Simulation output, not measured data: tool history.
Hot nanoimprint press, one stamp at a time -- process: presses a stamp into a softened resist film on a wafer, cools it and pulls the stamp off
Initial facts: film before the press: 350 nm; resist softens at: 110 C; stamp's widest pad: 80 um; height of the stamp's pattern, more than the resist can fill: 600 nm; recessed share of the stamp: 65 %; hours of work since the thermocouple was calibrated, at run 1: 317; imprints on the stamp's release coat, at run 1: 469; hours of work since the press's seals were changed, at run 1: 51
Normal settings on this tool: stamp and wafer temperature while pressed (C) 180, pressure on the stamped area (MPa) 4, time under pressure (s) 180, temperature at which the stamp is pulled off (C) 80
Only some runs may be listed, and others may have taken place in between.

| run | hour | stamp and wafer temperature while pressed (C) | pressure on the stamped area (MPa) | time under pressure (s) | temperature at which the stamp is pulled off (C) | hours of work since the thermocouple was calibrated | imprints on the stamp's release coat | hours of work since the press's seals were changed | resist left under the stamp's widest pad (angstrom) | greatest force while the stamp is pulled off (N) |
|---|---|---|---|---|---|---|---|---|---|---|
| 1 | 0 | 180 | 4 | 180 | 80 | 317 | 469 | 51 | 1444 | 118.2 |
| 2 | 11.5 | 180 | 4 | 180 | 80 | 325 | 526 | 59 | 1435 | 118.3 |
|  | 27.3 | stamp cleaned and given a new release coat |
| 3 | 32.5 | 191 | 4 | 180 | 80 | 336 | 26 | 70 | 857 | 117.3 |
| 4 | 45.5 | 191 | 4 | 180 | 71 | 345 | 91 | 80 | 855 | 133.5 |
| 5 | 58.4 | 180 | 4 | 180 | 80 | 355 | 155 | 89 | 1438 | 116.9 |
| 6 | 74.5 | 180 | 4 | 180 | 74 | 366 | 235 | 101 | 1441 | 127.1 |
| 7 | 87.8 | 180 | 4 | 180 | 74 | 376 | 301 | 110 | 1436 | 127.9 |
| 8 | 102.5 | 180 | 4 | 180 | 74 | 387 | 374 | 121 | 1442 | 127.5 |
| 9 | 110.5 | 180 | 3.25 | 180 | 80 | 392 | 414 | 127 | 1627 | 118.2 |
| 10 | 121.4 | 180 | 3.25 | 180 | 80 | 400 | 469 | 135 | 1613 | 116 |
| 11 | 131.7 | 180 | 3.25 | 180 | 80 | 408 | 520 | 142 | 1622 | 118.5 |
| 12 | 139.3 | 180 | 4 | 180 | 80 | 413 | 558 | 147 | 1428 | 118.1 |
|  | 149.1 | stamp cleaned and given a new release coat |
| 13 | 161.4 | 180 | 4 | 180 | 80 | 425 | 61 | 159 | 1432 | 117.6 |
| 14 | 168.3 | 180 | 4 | 180 | 80 | 430 | 95 | 164 | 1442 | 116.7 |
| 15 | 176.4 | 180 | 3.2 | 180 | 84 | 436 | 136 | 170 | 1621 | 110.8 |
| 16 | 191.8 | 182 | 3.6 | 180 | 80 | 447 | 212 | 181 | 1388 | 117.6 |
| 17 | 202.2 | 180 | 4 | 180 | 84 | 454 | 264 | 189 | 1439 | 110.1 |
| 18 | 209.9 | 180 | 4 | 180 | 84 | 460 | 303 | 194 | 1435 | 110.7 |
| 19 | 221.8 | 180 | 4 | 180 | 84 | 469 | 362 | 203 | 1443 | 110.6 |
| 20 | 234.7 | 188 | 4 | 180 | 71 | 478 | 426 | 212 | 991 | 132 |
| 21 | 248.4 | 177 | 3.21 | 108 | 72 | 488 | 494 | 222 | 2163 | 131.2 |
| 22 | 256 | 177 | 3.21 | 108 | 72 | 493 | 532 | 228 | 2159 | 130.3 |
|  | 270.6 | stamp cleaned and given a new release coat |
| 23 | 273.7 | 177 | 3.21 | 108 | 72 | 502 | 15 | 236 | 2162 | 129.9 |
| 24 | 286.2 | 177 | 5.05 | 144 | 72 | 511 | 78 | 245 | 1581 | 131.2 |
| 25 | 293.9 | 183 | 5.05 | 139 | 72 | 516 | 116 | 251 | 1190 | 130.3 |
| 26 | 303.2 | 183 | 5.05 | 139 | 72 | 523 | 162 | 257 | 1188 | 130.6 |

What if the next run were any one of these 4? Each begins from the tool's condition after run 26:
| A | 310 | 170 | 5.05 | 139 | 81 | 528 | 196 | 262 | ? | ? |
| B | 310 | 180 | 4 | 180 | 73 | 528 | 196 | 262 | ? | ? |
| C | 310 | 175 | 3.39 | 139 | 79 | 528 | 196 | 262 | ? | ? |
| D | 310 | 182 | 5.05 | 153 | 69 | 528 | 196 | 262 | ? | ? |

| run | resist left under the stamp's widest pad (angstrom) | greatest force while the stamp is pulled off (N) |
|---|---|---|
| A | 2209 | 115.9 |
| B | 1437 | 128.2 |
| C | 2141 | 119.3 |
| D | 1219 | 136.2 |
Had the tool no hidden state, the same runs would have come out as:
| run | resist left under the stamp's widest pad (angstrom) | greatest force while the stamp is pulled off (N) |
|---|---|---|
| A | 2213 | 115.9 |
| B | 1439 | 128.2 |
| C | 2145 | 119.3 |
| D | 1221 | 136.2 |

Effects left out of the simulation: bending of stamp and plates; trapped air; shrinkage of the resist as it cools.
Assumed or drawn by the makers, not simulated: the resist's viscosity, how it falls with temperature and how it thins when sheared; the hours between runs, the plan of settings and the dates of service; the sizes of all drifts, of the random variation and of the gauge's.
